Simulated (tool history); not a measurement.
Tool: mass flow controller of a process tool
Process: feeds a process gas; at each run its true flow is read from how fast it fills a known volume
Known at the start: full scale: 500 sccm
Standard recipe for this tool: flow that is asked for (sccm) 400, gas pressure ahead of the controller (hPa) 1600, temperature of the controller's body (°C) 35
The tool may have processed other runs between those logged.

run    hour  flow that is asked for (sccm)  gas pressure ahead of the controller (hPa)  temperature of the controller's body (°C)  true flow (%)
  1       0                            400                                        1600                                         35          98.96
  2    56.5                             58                                        1600                                         35         100.22
  3   149.4                             58                                        1910                                         35         100.41
  4   239.3                            400                                        1570                                         35          98.81
  5   318.8                            400                                        1570                                         35          98.88
  6   390.8                            400                                        1570                                         35          98.67
  7     487                            400                                        1570                                         35          98.67
  8     547                            400                                        1570                                         35          98.85
  9   586.6                            400                                        1570                                         35          98.83
 10   631.9                             93                                        1570                                         35          99.29
 11   697.3                             93                                        1570                                         31          99.63
 12   751.9                             93                                        1570                                         31          99.83
 13   798.8                             93                                        1570                                         31          99.71
 14   872.6                             93                                        1570                                         31          99.75
 15   924.9                             93                                        1570                                         31          99.75
 16   990.7                             93                                        1570                                         31          99.79
 17  1047.6                             93                                        1570                                         31          99.92
 18    1144                             93                                        1570                                         31          99.74
 19  1234.1                             93                                        1570                                         31           99.8
 20  1296.8                             93                                        1570                                         31          99.93
 21  1355.7                             93                                        1570                                         31           99.8
 22  1405.8                            400                                        1600                                         27          99.32
 23  1466.7                            400                                        1600                                         27          99.42
 24  1545.2                            400                                        1600                                         27          99.27
 25  1611.8                            183                                        2720                                         21         100.02
 26  1707.9                            183                                        2720                                         21          99.95
 27  1762.7                            292                                        1500                                         31          98.95
 28  1825.6                            157                                        1430                                         27          99.46
 29    1865                            406                                        2690                                         24          99.84
 30  1956.3                            404                                        2020                                         28          99.28
 31  2048.9                            313                                        1400                                         26          99.38
 32  2123.8                            400                                        1870                                         26          99.37
 33  2192.7                            400                                        1440                                         30          99.11
 34  2277.6                            205                                        2010                                         31          99.14
 35  2332.8                            348                                        1780                                         31          98.94
 36  2402.7                            223                                        1600                                         35          98.87
 37  2457.9                            143                                        1710                                         35          99.12
 38  2513.5                            400                                        2320                                         33          98.97
 39  2606.5                            289                                        1920                                         26          99.34
 40  2677.7                            231                                        1600                                         30          99.02
 41  2748.7                            423                                        2440                                         30          99.45
 42  2813.3                            423                                        2440                                         30          99.41
 43  2864.6                             92                                        1720                                         30         100.37
 44  2958.9                             69                                        1720                                         38         100.89
 45  2999.4                             69                                        1720                                         38         100.95
 46  3092.2                            374                                        2570                                         25          99.56
 47  3142.4                            328                                        1500                                         25          99.34

Each row is a separate what-if for the run after 47, all from the same tool condition, not one after another. Results?
  A  3186.9                             54                                        1790                                         25              ?
  B  3186.9                            400                                        1600                                         29              ?
  C  3186.9                            155                                        1500                                         36              ?
  D  3186.9                            328                                        2400                                         24              ?

run  true flow (%)
  A         102.92
  B          99.22
  C          98.98
  D          99.59
Stripped of hidden state, with their random variation kept, the same runs would have yielded:
run  true flow (%)
  A          98.48
  B          99.35
  C          97.99
  D          99.56
